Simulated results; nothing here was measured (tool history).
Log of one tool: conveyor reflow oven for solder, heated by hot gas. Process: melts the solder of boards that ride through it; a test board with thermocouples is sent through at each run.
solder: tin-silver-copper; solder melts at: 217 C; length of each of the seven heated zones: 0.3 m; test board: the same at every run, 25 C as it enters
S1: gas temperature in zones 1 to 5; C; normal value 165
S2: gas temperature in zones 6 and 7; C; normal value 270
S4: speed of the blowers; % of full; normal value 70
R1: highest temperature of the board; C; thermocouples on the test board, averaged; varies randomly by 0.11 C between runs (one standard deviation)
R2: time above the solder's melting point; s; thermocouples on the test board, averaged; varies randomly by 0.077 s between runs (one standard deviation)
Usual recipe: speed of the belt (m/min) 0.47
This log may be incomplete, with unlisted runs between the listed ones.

run 1 hour=0 | S1=165 S2=270 speed_of_the_belt_(m/min)=0.47 S4=70 | R1=251.5 R2=53.62
run 2 hour=11.2 | S1=165 S2=270 speed_of_the_belt_(m/min)=0.47 S4=70 | R1=251.6 R2=53.68
run 3 hour=19.7 | S1=165 S2=270 speed_of_the_belt_(m/min)=0.47 S4=80 | R1=254 R2=56.17
run 4 hour=26.5 | S1=165 S2=270 speed_of_the_belt_(m/min)=0.47 S4=80 | R1=254.3 R2=56.23
run 5 hour=38 | S1=171 S2=270 speed_of_the_belt_(m/min)=0.47 S4=70 | R1=252.5 R2=56.69
-- hour=46.1 flux residue cleaned out of gas plates and filters
run 6 hour=52.4 | S1=165 S2=270 speed_of_the_belt_(m/min)=0.47 S4=70 | R1=250.7 R2=53.14
run 7 hour=63.7 | S1=151 S2=270 speed_of_the_belt_(m/min)=0.47 S4=70 | R1=248.1 R2=46.97
-- hour=72.7 flux residue cleaned out of gas plates and filters, once more
run 8 hour=74.7 | S1=151 S2=270 speed_of_the_belt_(m/min)=0.47 S4=67 | R1=249.2 R2=47.77
run 9 hour=80.9 | S1=151 S2=270 speed_of_the_belt_(m/min)=0.47 S4=67 | R1=248.8 R2=47.94
run 10 hour=91.2 | S1=151 S2=270 speed_of_the_belt_(m/min)=0.47 S4=67 | R1=248.9 R2=47.79
run 11 hour=96.8 | S1=151 S2=270 speed_of_the_belt_(m/min)=0.47 S4=67 | R1=249.1 R2=47.76
run 12 hour=104.9 | S1=165 S2=270 speed_of_the_belt_(m/min)=0.47 S4=70 | R1=252.2 R2=54.75
run 13 hour=116.5 | S1=165 S2=270 speed_of_the_belt_(m/min)=0.47 S4=70 | R1=252.5 R2=54.7
run 14 hour=124.8 | S1=165 S2=270 speed_of_the_belt_(m/min)=0.47 S4=70 | R1=252.5 R2=54.68
run 15 hour=132.4 | S1=165 S2=270 speed_of_the_belt_(m/min)=0.47 S4=70 | R1=252.3 R2=54.69
run 16 hour=138 | S1=165 S2=270 speed_of_the_belt_(m/min)=0.47 S4=70 | R1=252.3 R2=54.56
run 17 hour=145 | S1=178 S2=279 speed_of_the_belt_(m/min)=0.47 S4=66 | R1=260.9 R2=64.44
run 18 hour=149.9 | S1=178 S2=263 speed_of_the_belt_(m/min)=0.47 S4=67 | R1=247.6 R2=55.67
run 19 hour=156.3 | S1=170 S2=263 speed_of_the_belt_(m/min)=0.495 S4=67 | R1=244.4 R2=46.77
run 20 hour=167 | S1=165 S2=270 speed_of_the_belt_(m/min)=0.419 S4=70 | R1=255.9 R2=64.99
run 21 hour=178.4 | S1=165 S2=270 speed_of_the_belt_(m/min)=0.419 S4=70 | R1=255.8 R2=65
run 22 hour=185.3 | S1=165 S2=280 speed_of_the_belt_(m/min)=0.419 S4=77 | R1=266.6 R2=72.13
run 23 hour=193.4 | S1=152 S2=258 speed_of_the_belt_(m/min)=0.47 S4=79 | R1=241.9 R2=43.13
run 24 hour=201.7 | S1=160 S2=270 speed_of_the_belt_(m/min)=0.47 S4=70 | R1=251.1 R2=52.34
run 25 hour=213.3 | S1=165 S2=270 speed_of_the_belt_(m/min)=0.47 S4=71 | R1=252.3 R2=54.82
run 26 hour=222.6 | S1=165 S2=270 speed_of_the_belt_(m/min)=0.47 S4=71 | R1=252.2 R2=54.77
run 27 hour=232.5 | S1=165 S2=273 speed_of_the_belt_(m/min)=0.477 S4=57 | R1=249.5 R2=50.52
run 28 hour=244.5 | S1=162 S2=270 speed_of_the_belt_(m/min)=0.395 S4=70 | R1=256.9 R2=69.32
run 29 hour=251.9 | S1=178 S2=270 speed_of_the_belt_(m/min)=0.47 S4=70 | R1=254.1 R2=60.5
run 30 hour=258.6 | S1=165 S2=281 speed_of_the_belt_(m/min)=0.47 S4=70 | R1=261.7 R2=60.62
run 31 hour=268.8 | S1=165 S2=281 speed_of_the_belt_(m/min)=0.47 S4=70 | R1=261.4 R2=60.64
run 32 hour=278.6 | S1=164 S2=281 speed_of_the_belt_(m/min)=0.454 S4=63 | R1=260.3 R2=61.38

The logged runs with the hidden state left out (each run's random variation unchanged):
Hidden state present: heat that the gas passes to the board, % of a clean oven's; belt's true speed, % of the reading; true gas temperature in zones 6 and 7 over the reading, C; drift of the gauge itself on peak_c, C; drift of the gauge itself on liquid_s, %.
run=1 R1=253 R2=54.67
run=2 R1=253.1 R2=54.76
run=3 R1=255.6 R2=57.19
run=4 R1=255.9 R2=57.26
run=5 R1=254 R2=57.7
run=6 R1=252.9 R2=54.89
run=7 R1=250.6 R2=49.14
run=8 R1=249.8 R2=47.99
run=9 R1=249.5 R2=48.17
run=10 R1=249.5 R2=48.06
run=11 R1=249.7 R2=48.04
run=12 R1=252.9 R2=54.95
run=13 R1=253.2 R2=54.92
run=14 R1=253.2 R2=54.92
run=15 R1=253.1 R2=54.94
run=16 R1=253.1 R2=54.82
run=17 R1=261.7 R2=64.48
run=18 R1=248.3 R2=55.97
run=19 R1=245.2 R2=47.24
run=20 R1=256.8 R2=65.22
run=21 R1=256.7 R2=65.24
run=22 R1=267.5 R2=72.18
run=23 R1=242.9 R2=43.96
run=24 R1=252.2 R2=52.81
run=25 R1=253.4 R2=55.26
run=26 R1=253.3 R2=55.23
run=27 R1=250.5 R2=51.01
run=28 R1=257.9 R2=69.66
run=29 R1=255.2 R2=60.84
run=30 R1=262.9 R2=60.92
run=31 R1=262.6 R2=60.96
run=32 R1=261.5 R2=61.71
